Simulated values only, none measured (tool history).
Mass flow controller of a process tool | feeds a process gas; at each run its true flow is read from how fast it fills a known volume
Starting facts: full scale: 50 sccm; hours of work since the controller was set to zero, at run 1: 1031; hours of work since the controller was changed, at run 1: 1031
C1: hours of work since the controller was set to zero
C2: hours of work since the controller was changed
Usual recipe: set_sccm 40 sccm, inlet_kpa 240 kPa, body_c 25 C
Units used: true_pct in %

{"run": 1, "hour": 0.0, "set_sccm": 40, "inlet_kpa": 240, "body_c": 25, "C1": 1031, "C2": 1031, "true_pct": 99.91}
{"run": 2, "hour": 394.0, "set_sccm": 40, "inlet_kpa": 240, "body_c": 25, "C1": 1279, "C2": 1279, "true_pct": 99.87}
{"run": 3, "hour": 729.8, "set_sccm": 40, "inlet_kpa": 240, "body_c": 25, "C1": 1491, "C2": 1491, "true_pct": 99.78}
{"run": 4, "hour": 1064.5, "set_sccm": 40, "inlet_kpa": 240, "body_c": 25, "C1": 1702, "C2": 1702, "true_pct": 99.68}
{"run": 5, "hour": 1346.4, "set_sccm": 40, "inlet_kpa": 240, "body_c": 39, "C1": 1880, "C2": 1880, "true_pct": 98.3}
{"run": 6, "hour": 1685.1, "set_sccm": 25, "inlet_kpa": 236, "body_c": 29, "C1": 2093, "C2": 2093, "true_pct": 98.9}
{"run": 7, "hour": 1959.9, "set_sccm": 25, "inlet_kpa": 236, "body_c": 29, "C1": 2267, "C2": 2267, "true_pct": 98.84}

Run 8 is up next; what results do you expect?
{"run": 8, "hour": 2178.7, "set_sccm": 25, "inlet_kpa": 236, "body_c": 29, "C1": 2405, "C2": 2405, "true_pct": "?"}

true_pct: 98.76 %
If the tool had no hidden condition, the same run with the same run-to-run variation would have returned true_pct 99.24 %.
